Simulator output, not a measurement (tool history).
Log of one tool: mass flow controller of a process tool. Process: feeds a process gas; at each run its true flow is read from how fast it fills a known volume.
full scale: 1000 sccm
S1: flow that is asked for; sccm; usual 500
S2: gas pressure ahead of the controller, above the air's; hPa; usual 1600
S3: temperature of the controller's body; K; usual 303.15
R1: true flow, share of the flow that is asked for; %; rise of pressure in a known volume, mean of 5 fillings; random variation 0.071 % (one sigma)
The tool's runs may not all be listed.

run 1 day=0 | S1=500 S2=1600 S3=303.15 | R1=100.84
run 2 day=3.433 | S1=500 S2=1600 S3=303.15 | R1=100.76
run 3 day=9.171 | S1=500 S2=1600 S3=303.15 | R1=100.88
run 4 day=15.667 | S1=500 S2=1600 S3=303.15 | R1=100.85
run 5 day=20.229 | S1=500 S2=1600 S3=303.15 | R1=100.82
run 6 day=26.65 | S1=500 S2=1600 S3=303.15 | R1=100.85
run 7 day=34.292 | S1=479 S2=1600 S3=303.15 | R1=100.99
run 8 day=40.067 | S1=500 S2=1600 S3=303.15 | R1=100.88
run 9 day=46.708 | S1=500 S2=1600 S3=307.15 | R1=101.34
run 10 day=54.304 | S1=500 S2=1600 S3=307.15 | R1=101.28
run 11 day=61.254 | S1=500 S2=1600 S3=307.15 | R1=101.37
run 12 day=66.192 | S1=500 S2=1600 S3=307.15 | R1=101.31
run 13 day=73.054 | S1=500 S2=1510 S3=303.15 | R1=100.93
run 14 day=79.854 | S1=500 S2=1600 S3=303.15 | R1=101
run 15 day=86.308 | S1=500 S2=1600 S3=297.15 | R1=100.41
run 16 day=92.996 | S1=110 S2=1600 S3=297.15 | R1=105.73
run 17 day=97.029 | S1=484 S2=1600 S3=303.15 | R1=101.07
run 18 day=102.188 | S1=484 S2=1600 S3=303.15 | R1=101.14
run 19 day=108.529 | S1=500 S2=1600 S3=303.15 | R1=101
run 20 day=115.812 | S1=500 S2=1600 S3=307.15 | R1=101.48
run 21 day=123.138 | S1=500 S2=1600 S3=307.15 | R1=101.42
run 22 day=126.567 | S1=500 S2=1600 S3=307.15 | R1=101.53
run 23 day=133.267 | S1=500 S2=1600 S3=295.15 | R1=100.69
run 24 day=136.646 | S1=500 S2=1600 S3=295.15 | R1=100.49
run 25 day=141.962 | S1=295 S2=1600 S3=301.15 | R1=102.14
run 26 day=149.796 | S1=295 S2=1600 S3=301.15 | R1=102.22
run 27 day=157.833 | S1=295 S2=1600 S3=301.15 | R1=102.26
run 28 day=162.779 | S1=295 S2=1600 S3=301.15 | R1=102.2
run 29 day=166.746 | S1=167 S2=2230 S3=301.15 | R1=104.44
run 30 day=172.267 | S1=500 S2=1610 S3=303.15 | R1=101.27
run 31 day=175.758 | S1=500 S2=1970 S3=309.15 | R1=101.7
run 32 day=179.854 | S1=104 S2=1520 S3=303.15 | R1=108.78
run 33 day=185.158 | S1=500 S2=2710 S3=296.15 | R1=100.17
run 34 day=192.058 | S1=500 S2=2700 S3=293.15 | R1=99.87
run 35 day=197.088 | S1=636 S2=2090 S3=295.15 | R1=100.17
run 36 day=204.504 | S1=499 S2=1600 S3=302.15 | R1=101.28
run 37 day=208.138 | S1=126 S2=1650 S3=306.15 | R1=107.84
run 38 day=211.767 | S1=221 S2=2580 S3=303.15 | R1=103.59
run 39 day=218.054 | S1=474 S2=1650 S3=302.15 | R1=101.41
run 40 day=223.738 | S1=474 S2=1650 S3=302.15 | R1=101.48
run 41 day=227.921 | S1=474 S2=1650 S3=302.15 | R1=101.61
run 42 day=235.146 | S1=330 S2=2070 S3=309.15 | R1=102.8
run 43 day=239.242 | S1=330 S2=2070 S3=309.15 | R1=102.85
run 44 day=243.521 | S1=330 S2=2070 S3=304.15 | R1=102.51
run 45 day=251.738 | S1=171 S2=2420 S3=311.15 | R1=106.12
run 46 day=258.979 | S1=352 S2=2160 S3=303.15 | R1=102.04
run 47 day=264.038 | S1=103 S2=2420 S3=305.15 | R1=110.45

Hidden state or all else? Some run-to-run changes of R1, split into what the settings, what came in and random variation would give without the hidden state, and what is left for the hidden state (with any gauge scatter that isn't in both results):
The hidden state here: flow at rest that the sensor doesn't see, % of full scale; true flow over the shown one, %; drift of the gauge itself on true_pct, %.
Run 31 -> 32: S1 500 -> 104, S2 1970 -> 1520, S3 309.15 -> 303.15. R1 +7.08 %: hidden state +7.78, all else -0.7.
Run 32 -> 33: S1 104 -> 500, S2 1520 -> 2710, S3 303.15 -> 296.15. R1 -8.61 %: hidden state -7.74, all else -0.87.
Run 46 -> 47: S1 352 -> 103, S2 2160 -> 2420, S3 303.15 -> 305.15. R1 +8.41 %: hidden state +8.49, all else -0.08.
